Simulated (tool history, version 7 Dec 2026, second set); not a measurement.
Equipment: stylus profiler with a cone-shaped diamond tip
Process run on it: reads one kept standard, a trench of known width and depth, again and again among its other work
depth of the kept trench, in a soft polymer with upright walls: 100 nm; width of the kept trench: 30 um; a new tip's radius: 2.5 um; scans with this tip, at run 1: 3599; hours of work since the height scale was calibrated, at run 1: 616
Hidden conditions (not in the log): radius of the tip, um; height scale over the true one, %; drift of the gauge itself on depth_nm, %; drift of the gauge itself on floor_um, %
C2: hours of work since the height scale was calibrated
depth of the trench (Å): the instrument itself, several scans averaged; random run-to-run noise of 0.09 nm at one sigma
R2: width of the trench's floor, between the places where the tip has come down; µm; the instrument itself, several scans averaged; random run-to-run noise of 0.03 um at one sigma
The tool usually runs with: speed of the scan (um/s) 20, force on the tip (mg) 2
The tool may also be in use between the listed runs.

Run 1, day 0: usual settings; scans with this tip 3599; C2 616. Result: depth of the trench (Å) 1009, R2 28.4 µm.
Run 2, day 0.842: usual settings; scans with this tip 3686; C2 631. Result: depth of the trench (Å) 1010.7, R2 28.42 µm.
Run 3, day 1.3: usual settings; scans with this tip 3733; C2 639. Result: depth of the trench (Å) 1007.9, R2 28.43 µm.
Run 4, day 1.875: usual settings but force on the tip (mg) 0.97; scans with this tip 3792; C2 649. Result: depth of the trench (Å) 1007.9, R2 28.43 µm.
Run 5, day 2.608: usual settings but speed of the scan (um/s) 16; scans with this tip 3867; C2 662. Result: depth of the trench (Å) 1007.8, R2 28.46 µm.
Run 6, day 3.162: usual settings but speed of the scan (um/s) 16; scans with this tip 3924; C2 672. Result: depth of the trench (Å) 1008.8, R2 28.36 µm.
Run 7, day 3.875: usual settings but speed of the scan (um/s) 16; scans with this tip 3998; C2 684. Result: depth of the trench (Å) 1008.7, R2 28.42 µm.
Run 8, day 4.712: usual settings but speed of the scan (um/s) 16; scans with this tip 4084; C2 699. Result: depth of the trench (Å) 1009, R2 28.46 µm.
Run 9, day 5.671: usual settings but speed of the scan (um/s) 16; scans with this tip 4182; C2 716. Result: depth of the trench (Å) 1010.6, R2 28.49 µm.
Run 10, day 6.117: usual settings; scans with this tip 4228; C2 724. Result: depth of the trench (Å) 1009.4, R2 28.42 µm.
Run 11, day 6.95: usual settings but force on the tip (mg) 0.83; scans with this tip 4314; C2 739. Result: depth of the trench (Å) 1006.9, R2 28.41 µm.
Run 12, day 7.358: usual settings but speed of the scan (um/s) 42; scans with this tip 4356; C2 746. Result: depth of the trench (Å) 1008.4, R2 28.36 µm.
Run 13, day 8.1: usual settings; scans with this tip 4432; C2 759. Result: depth of the trench (Å) 1008.7, R2 28.42 µm.
Run 14, day 9.017: usual settings; scans with this tip 4527; C2 775. Result: depth of the trench (Å) 1009.5, R2 28.39 µm.
Run 15, day 9.842: usual settings; scans with this tip 4611; C2 790. Result: depth of the trench (Å) 1010.9, R2 28.42 µm.
Run 16, day 10.246: usual settings but speed of the scan (um/s) 78; scans with this tip 4653; C2 797. Result: depth of the trench (Å) 1009.1, R2 28.18 µm.
Run 17, day 11.029: usual settings but speed of the scan (um/s) 78; scans with this tip 4733; C2 810. Result: depth of the trench (Å) 1009.9, R2 28.19 µm.
Run 18, day 11.617: usual settings but speed of the scan (um/s) 78; scans with this tip 4794; C2 821. Result: depth of the trench (Å) 1009.6, R2 28.19 µm.
Run 19, day 12.396: usual settings but force on the tip (mg) 4.03; scans with this tip 4874; C2 835. Result: depth of the trench (Å) 1012.9, R2 28.41 µm.
Run 20, day 13.25: usual settings but force on the tip (mg) 4.03; scans with this tip 4962; C2 849. Result: depth of the trench (Å) 1013.2, R2 28.42 µm.
Run 21, day 13.783: usual settings; scans with this tip 5017; C2 859. Result: depth of the trench (Å) 1012.3, R2 28.34 µm.
Run 22, day 14.246: usual settings; scans with this tip 5064; C2 867. Result: depth of the trench (Å) 1009.2, R2 28.37 µm.
At day 14.308: height scale calibrated on a step standard.
Run 23, day 14.742: usual settings; scans with this tip 5113; C2 8. Result: depth of the trench (Å) 1012, R2 28.32 µm.
Run 24, day 15.688: usual settings; scans with this tip 5210; C2 24. Result: depth of the trench (Å) 1011.8, R2 28.35 µm.
Run 25, day 16.625: usual settings; scans with this tip 5307; C2 41. Result: depth of the trench (Å) 1013.3, R2 28.38 µm.
Run 26, day 17.375: usual settings but speed of the scan (um/s) 8, force on the tip (mg) 1.29; scans with this tip 5384; C2 54. Result: depth of the trench (Å) 1009.9, R2 28.41 µm.
Run 27, day 18.129: usual settings but speed of the scan (um/s) 5; scans with this tip 5461; C2 67. Result: depth of the trench (Å) 1013, R2 28.38 µm.
Run 28, day 18.862: usual settings but speed of the scan (um/s) 5; scans with this tip 5537; C2 80. Result: depth of the trench (Å) 1012.4, R2 28.47 µm.
At day 19.642: height scale calibrated on a step standard, once more.
Run 29, day 19.825: usual settings but speed of the scan (um/s) 5; scans with this tip 5634; C2 3. Result: depth of the trench (Å) 1004.7, R2 28.43 µm.
Run 30, day 20.283: usual settings but speed of the scan (um/s) 11, force on the tip (mg) 2.57; scans with this tip 5681; C2 11. Result: depth of the trench (Å) 1005.4, R2 28.45 µm.
Run 31, day 20.921: usual settings but speed of the scan (um/s) 29, force on the tip (mg) 1.09; scans with this tip 5746; C2 23. Result: depth of the trench (Å) 1003.5, R2 28.31 µm.
Run 32, day 21.683: usual settings but speed of the scan (um/s) 13, force on the tip (mg) 2.57; scans with this tip 5825; C2 36. Result: depth of the trench (Å) 1005.5, R2 28.39 µm.
Run 33, day 22.558: usual settings but speed of the scan (um/s) 41, force on the tip (mg) 4.61; scans with this tip 5915; C2 51. Result: depth of the trench (Å) 1009.7, R2 28.35 µm.
Run 34, day 23.146: usual settings but speed of the scan (um/s) 8, force on the tip (mg) 0.96; scans with this tip 5975; C2 62. Result: depth of the trench (Å) 1005, R2 28.36 µm.
Run 35, day 23.779: usual settings but speed of the scan (um/s) 6; scans with this tip 6040; C2 73. Result: depth of the trench (Å) 1006, R2 28.43 µm.
Run 36, day 24.7: usual settings but speed of the scan (um/s) 16; scans with this tip 6135; C2 89. Result: depth of the trench (Å) 1007.1, R2 28.37 µm.
Run 37, day 25.442: usual settings but speed of the scan (um/s) 80, force on the tip (mg) 2.26; scans with this tip 6212; C2 102. Result: depth of the trench (Å) 1007.3, R2 28.16 µm.
Run 38, day 26.396: usual settings but speed of the scan (um/s) 52, force on the tip (mg) 2.16; scans with this tip 6309; C2 119. Result: depth of the trench (Å) 1006.4, R2 28.26 µm.
Run 39, day 27.171: usual settings but speed of the scan (um/s) 52, force on the tip (mg) 2.16; scans with this tip 6389; C2 133. Result: depth of the trench (Å) 1007.5, R2 28.24 µm.

Expected results for the next run?
Run 40, day 27.85: usual settings but speed of the scan (um/s) 60, force on the tip (mg) 2.23; scans with this tip 6459; C2 145. Result: depth of the trench (Å) ?, R2 ?.

depth of the trench (Å): 1006.6
R2: 28.22 µm
Take away the tool's hidden state, keep the run-to-run variation as it was, and the same run would have given depth of the trench (Å) 1005.5, R2 28.38 µm.

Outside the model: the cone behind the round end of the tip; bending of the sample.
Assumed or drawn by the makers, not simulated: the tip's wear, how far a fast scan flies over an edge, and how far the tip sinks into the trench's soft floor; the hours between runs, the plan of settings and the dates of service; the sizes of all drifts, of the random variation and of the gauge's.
